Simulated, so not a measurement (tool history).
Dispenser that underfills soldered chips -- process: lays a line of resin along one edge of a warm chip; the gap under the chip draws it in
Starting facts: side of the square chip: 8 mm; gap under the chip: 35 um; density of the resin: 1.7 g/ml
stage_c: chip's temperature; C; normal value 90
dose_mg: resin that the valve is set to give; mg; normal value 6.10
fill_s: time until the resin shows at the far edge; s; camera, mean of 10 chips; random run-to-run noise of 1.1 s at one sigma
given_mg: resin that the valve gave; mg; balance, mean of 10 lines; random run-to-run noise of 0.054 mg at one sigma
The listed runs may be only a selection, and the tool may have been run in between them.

| run | hour | stage_c | dose_mg | fill_s | given_mg |
|---|---|---|---|---|---|
| 1 | 0.0 | 90 | 6.10 | 111.2 | 5.79 |
| 2 | 7.1 | 90 | 6.10 | 135.4 | 5.74 |
|  | 10.6 | new syringe of resin |
| 3 | 14.9 | 90 | 6.10 | 120.3 | 5.78 |
| 4 | 20.1 | 79 | 6.10 | 223.4 | 5.70 |
|  | 22.3 | new syringe of resin |
| 5 | 27.4 | 79 | 6.10 | 196.1 | 5.70 |
|  | 34.3 | new syringe of resin |
| 6 | 35.1 | 95 | 6.75 | 88.1 | 6.29 |
| 7 | 41.3 | 80 | 6.75 | 197.9 | 6.35 |
| 8 | 45.4 | 93 | 7.20 | 128.1 | 6.63 |
|  | 46.1 | new syringe of resin |
| 9 | 52.7 | 92 | 6.83 | 117.2 | 6.30 |
|  | 58.0 | new syringe of resin |
| 10 | 61.0 | 82 | 5.36 | 167.9 | 4.93 |

Below are 3 alternative next runs, each starting from the tool's condition after run 10. Predict each:
| A | 64.9 | 82 | 5.56 | ? | ? |
| B | 64.9 | 85 | 5.77 | ? | ? |
| C | 64.9 | 86 | 6.01 | ? | ? |

| run | fill_s | given_mg |
|---|---|---|
| A | 186.5 | 5.05 |
| B | 164.7 | 5.25 |
| C | 155.3 | 5.43 |
With no hidden state in the tool, these same runs would have given:
| run | fill_s | given_mg |
|---|---|---|
| A | 154.4 | 5.49 |
| B | 136.5 | 5.71 |
| C | 129.1 | 5.90 |
